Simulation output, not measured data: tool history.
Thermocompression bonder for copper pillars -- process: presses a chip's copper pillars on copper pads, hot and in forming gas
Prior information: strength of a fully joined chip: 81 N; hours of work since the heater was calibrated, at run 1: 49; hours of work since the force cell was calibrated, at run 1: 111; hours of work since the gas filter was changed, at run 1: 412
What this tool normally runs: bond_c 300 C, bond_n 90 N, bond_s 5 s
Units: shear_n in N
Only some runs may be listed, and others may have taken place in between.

run   hour  bond_c  bond_n  bond_s  hours of work since the heater was calibrated  hours of work since the force cell was calibrated  hours of work since the gas filter was changed  shear_n
  1    0.0     300      90       5                                             49                                                111                                             412     45.9
  2   14.6     300      90      13                                             58                                                121                                             421     59.1
      15.9  -- forming gas filter changed
  3   27.4     300      90      13                                             66                                                129                                               7     61.4
  4   41.0     300      87      13                                             75                                                137                                              16     59.6
  5   52.5     301      90       5                                             82                                                144                                              23     48.1
  6   65.0     301      90       5                                             90                                                152                                              31     47.8
  7   72.6     301      90       5                                             95                                                157                                              36     47.3
  8   85.9     301      90       5                                            103                                                166                                              44     47.8
  9  104.4     301      90       5                                            115                                                177                                              56     47.5
 10  118.2     300      90       5                                            124                                                186                                              65     46.5
 11  130.5     300      90       5                                            132                                                194                                              73     46.0
 12  143.1     300      90       5                                            140                                                202                                              81     47.2
 13  156.5     300      90       5                                            148                                                211                                              89     47.3
 14  164.2     300      86       5                                            153                                                215                                              94     44.7
 15  177.4     300      86       5                                            161                                                224                                             103     45.6
 16  192.6     275     105       9                                            171                                                233                                             112     45.0
 17  208.2     306      83      12                                            181                                                243                                             122     60.0
 18  218.0     306      83      12                                            187                                                250                                             128     60.0
 19  235.4     323      91       5                                            198                                                261                                             139     56.1
 20  249.5     323      91       5                                            207                                                270                                             148     57.2
 21  261.9     323      91       5                                            215                                                277                                             156     56.4
 22  279.7     323      91       5                                            226                                                289                                             167     57.3
 23  298.3     300      89       9                                            238                                                301                                             179     52.9
 24  313.1     321      90       4                                            248                                                310                                             189     52.1
 25  327.8     300      90       8                                            257                                                319                                             198     51.9
 26  336.1     298     134      12                                            262                                                325                                             203     64.3
 27  352.6     298     134      12                                            273                                                335                                             214     64.2
 28  367.9     280      94       5                                            282                                                345                                             223     37.0
 29  379.9     303      86       6                                            290                                                352                                             231     47.8
 30  395.7     303     118       3                                            300                                                362                                             241     44.4

Results per run with the tool's hidden condition removed, run-to-run variation unchanged:
Hidden state at play: true temperature of the bond over the reading, C; force that reaches the chip, % of what is set; oxide that the forming gas leaves, % of the face; drift of the gauge itself on shear_n, %.
run  shear_n
  1     47.0
  2     60.8
  3     61.1
  4     59.4
  5     47.9
  6     47.7
  7     47.3
  8     47.8
  9     47.6
 10     46.7
 11     46.3
 12     47.5
 13     47.7
 14     45.2
 15     46.2
 16     45.7
 17     60.9
 18     60.9
 19     57.0
 20     58.2
 21     57.5
 22     58.5
 23     54.3
 24     53.5
 25     53.4
 26     66.1
 27     66.0
 28     38.5
 29     49.6
 30     46.1
